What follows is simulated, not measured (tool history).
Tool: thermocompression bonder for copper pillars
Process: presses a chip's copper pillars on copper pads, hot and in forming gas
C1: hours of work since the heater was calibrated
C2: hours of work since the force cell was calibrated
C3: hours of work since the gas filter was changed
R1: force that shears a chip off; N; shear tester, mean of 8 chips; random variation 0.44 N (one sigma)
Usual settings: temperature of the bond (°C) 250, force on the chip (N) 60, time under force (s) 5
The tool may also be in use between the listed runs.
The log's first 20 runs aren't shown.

Run 21, day 8.783: usual settings but temperature of the bond (°C) 264, force on the chip (N) 69; C1 573; C2 361; C3 67. Result: R1 55.9 N.
Run 22, day 9.25: usual settings but temperature of the bond (°C) 270; C1 579; C2 367; C3 73. Result: R1 56.4 N.
Run 23, day 9.546: usual settings but temperature of the bond (°C) 270, force on the chip (N) 84, time under force (s) 7; C1 583; C2 371; C3 77. Result: R1 67 N.
Run 24, day 9.921: usual settings but temperature of the bond (°C) 279, force on the chip (N) 74, time under force (s) 3; C1 589; C2 376; C3 82. Result: R1 55.3 N.
Run 25, day 10.283: usual settings but temperature of the bond (°C) 267, force on the chip (N) 46; C1 593; C2 381; C3 87. Result: R1 49.7 N.
Run 26, day 10.742: usual settings but temperature of the bond (°C) 262, time under force (s) 15; C1 600; C2 387; C3 93. Result: R1 68.7 N.
At day 10.846: force cell calibrated.
Run 27, day 11.279: usual settings but temperature of the bond (°C) 276, force on the chip (N) 50, time under force (s) 15; C1 606; C2 6; C3 100. Result: R1 70.6 N.
At day 11.817: force cell calibrated, once more.
Run 28, day 11.904: usual settings but temperature of the bond (°C) 259, force on the chip (N) 39, time under force (s) 7; C1 614; C2 1; C3 107. Result: R1 47.3 N.
Run 29, day 12.158: usual settings but temperature of the bond (°C) 261, force on the chip (N) 38, time under force (s) 15; C1 617; C2 5; C3 111. Result: R1 59.2 N.
Run 30, day 12.629: usual settings but temperature of the bond (°C) 261, force on the chip (N) 38, time under force (s) 15; C1 624; C2 11; C3 117. Result: R1 58.8 N.
Run 31, day 12.946: usual settings but temperature of the bond (°C) 230, force on the chip (N) 45; C1 628; C2 15; C3 121. Result: R1 32.3 N.
Run 32, day 13.338: usual settings but temperature of the bond (°C) 231, time under force (s) 11; C1 633; C2 21; C3 127. Result: R1 48.3 N.
Run 33, day 13.633: usual settings but temperature of the bond (°C) 255, force on the chip (N) 62, time under force (s) 4; C1 637; C2 25; C3 131. Result: R1 44.9 N.
Run 34, day 14.179: usual settings but temperature of the bond (°C) 260, force on the chip (N) 47, time under force (s) 4; C1 644; C2 32; C3 138. Result: R1 42.5 N.
Run 35, day 14.708: usual settings but temperature of the bond (°C) 261, force on the chip (N) 47, time under force (s) 4; C1 652; C2 39; C3 145. Result: R1 43.3 N.
Run 36, day 14.988: usual settings but temperature of the bond (°C) 240; C1 655; C2 43; C3 149. Result: R1 41.5 N.
Run 37, day 15.475: usual settings but temperature of the bond (°C) 264, force on the chip (N) 86, time under force (s) 7; C1 662; C2 50; C3 156. Result: R1 62.6 N.
At day 15.696: forming gas filter changed.
Run 38, day 15.8: usual settings but temperature of the bond (°C) 264, force on the chip (N) 86, time under force (s) 7; C1 666; C2 54; C3 1. Result: R1 68.5 N.
Run 39, day 16.15: usual settings but temperature of the bond (°C) 263, time under force (s) 3; C1 671; C2 58; C3 6. Result: R1 48.6 N.

Forecast each of these 5 alternatives for the next run:
Run A, day 16.462: usual settings but temperature of the bond (°C) 259, force on the chip (N) 42; C1 675; C2 63; C3 10. Result: R1 ?.
Run B, day 16.462: usual settings but temperature of the bond (°C) 263, time under force (s) 3; C1 675; C2 63; C3 10. Result: R1 ?.
Run C, day 16.462: usual settings but force on the chip (N) 72, time under force (s) 6; C1 675; C2 63; C3 10. Result: R1 ?.
Run D, day 16.462: usual settings but temperature of the bond (°C) 273; C1 675; C2 63; C3 10. Result: R1 ?.
Run E, day 16.462: usual settings but temperature of the bond (°C) 259, force on the chip (N) 44, time under force (s) 8; C1 675; C2 63; C3 10. Result: R1 ?.

run    R1
  A  46.5
  B  47.6
  C    56
  D  61.6
  E    55
Without the tool's hidden state the same runs would have given:
run    R1
  A  46.3
  B  47.4
  C  55.7
  D  61.4
  E  54.7
